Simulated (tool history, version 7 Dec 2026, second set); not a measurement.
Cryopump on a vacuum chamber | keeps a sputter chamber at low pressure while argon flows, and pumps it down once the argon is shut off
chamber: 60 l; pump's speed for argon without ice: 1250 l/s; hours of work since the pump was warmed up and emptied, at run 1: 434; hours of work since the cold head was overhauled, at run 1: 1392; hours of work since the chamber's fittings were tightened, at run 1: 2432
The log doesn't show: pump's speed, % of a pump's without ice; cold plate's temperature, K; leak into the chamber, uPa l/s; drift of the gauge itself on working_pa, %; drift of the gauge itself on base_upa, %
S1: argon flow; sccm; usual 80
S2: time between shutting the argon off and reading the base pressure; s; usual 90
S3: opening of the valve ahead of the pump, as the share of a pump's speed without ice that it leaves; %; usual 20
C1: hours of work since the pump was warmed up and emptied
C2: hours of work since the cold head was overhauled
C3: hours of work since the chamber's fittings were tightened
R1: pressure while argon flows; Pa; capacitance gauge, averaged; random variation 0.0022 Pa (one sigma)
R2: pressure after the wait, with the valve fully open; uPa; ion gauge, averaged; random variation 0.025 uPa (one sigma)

run     day  S1   S2  S3   C1    C2    C3      R1    R2
  1       0  80   90  20  434  1392  2432  0.5846  3.92
      0.521  -- pump warmed up, emptied and cooled again
  2   2.975  80   90  20   34  1430  2470  0.5474  3.29
  3   6.546  80   65  20   83  1479  2519  0.5506  3.61
  4   8.242  80   65  20  106  1502  2542  0.5474  3.75
  5  11.004  80   65  20  144  1540  2580  0.5551  3.89
  6  13.883  80   65  20  183  1580  2619  0.5605  3.93
  7   17.15  80   65  20  228  1625  2664  0.5656  4.15
  8  20.917  80   65  20  280  1676  2716  0.5666  4.25
  9  23.954  80   65  20  321  1718  2757  0.5753  4.55
 10  26.442  71  171  20  355  1752  2792  0.5186  3.93

Forecast run 11:
 11  29.308  71  171  20  395  1791  2831   ?   ?

{"run 11": {"R1": 0.519, "R2": 4.02}}
Without the tool's hidden state the same run would have given R1 0.4796 Pa, R2 0.67 uPa.

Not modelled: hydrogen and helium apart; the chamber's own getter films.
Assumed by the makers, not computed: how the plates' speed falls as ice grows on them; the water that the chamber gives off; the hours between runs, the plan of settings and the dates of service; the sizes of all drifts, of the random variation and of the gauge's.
